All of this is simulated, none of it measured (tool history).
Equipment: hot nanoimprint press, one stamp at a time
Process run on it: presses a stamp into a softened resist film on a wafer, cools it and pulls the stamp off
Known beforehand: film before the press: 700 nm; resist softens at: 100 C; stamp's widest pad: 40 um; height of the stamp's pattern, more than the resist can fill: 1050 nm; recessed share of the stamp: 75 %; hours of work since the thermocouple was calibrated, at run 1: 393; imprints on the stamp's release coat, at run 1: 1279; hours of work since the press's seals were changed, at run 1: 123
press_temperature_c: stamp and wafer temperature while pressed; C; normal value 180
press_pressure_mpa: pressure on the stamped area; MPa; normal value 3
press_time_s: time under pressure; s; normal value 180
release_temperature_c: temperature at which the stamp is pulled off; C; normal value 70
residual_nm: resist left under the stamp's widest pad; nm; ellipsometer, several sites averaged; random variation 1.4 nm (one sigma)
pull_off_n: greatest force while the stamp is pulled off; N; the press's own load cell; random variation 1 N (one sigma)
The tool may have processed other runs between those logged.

run,hour,press_temperature_c,press_pressure_mpa,press_time_s,release_temperature_c,hours of work since the thermocouple was calibrated,imprints on the stamp's release coat,hours of work since the press's seals were changed,residual_nm,pull_off_n
1,0,180,3,180,70,393,1279,123,419.9,96
2,12.8,180,3,221,70,402,1346,132,389.7,95
3,26.7,171,3,180,70,412,1419,142,555.1,95
4,40.8,171,3,180,70,423,1494,153,550.6,96
5,49.2,171,3,180,70,429,1538,159,555.2,95
# hour 59.3: stamp cleaned and given a new release coat
6,68.7,180,3,180,66,439,50,169,420.6,107
7,77.7,180,3,180,70,446,98,176,418.9,95
8,88.2,180,3,180,70,453,153,183,418.6,96
9,98.3,180,3,180,72,461,206,191,417.7,90
# hour 109.9: plate thermocouple calibrated
10,110.6,171,3,180,75,1,255,198,558.6,85
11,117.4,178,3,308,70,6,291,203,385.3,95
12,130.2,186,3.95,308,63,15,358,212,238.9,112
13,136.8,185,3.95,128,63,20,393,217,345.5,113
14,142.8,185,3.95,128,63,24,425,222,348.1,114
15,151.3,177,3,125,68,31,470,228,514.1,100
16,165.6,175,2.42,92,57,41,545,239,601.6,125
17,171.5,187,3,180,73,46,576,243,324.7,89

Below are 3 alternative next runs, each starting from the tool's condition after run 17. Predict each:
A,180.9,187,3,157,73,53,626,250,?,?
B,180.9,187,2.39,180,64,53,626,250,?,?
C,180.9,187,2.01,180,61,53,626,250,?,?

run,residual_nm,pull_off_n
A,338.9,88
B,362.9,108
C,390.3,119
Stripped of hidden state, with their random variation kept, the same runs would have yielded:
run,residual_nm,pull_off_n
A,333.9,87
B,357.6,108
C,384.6,118
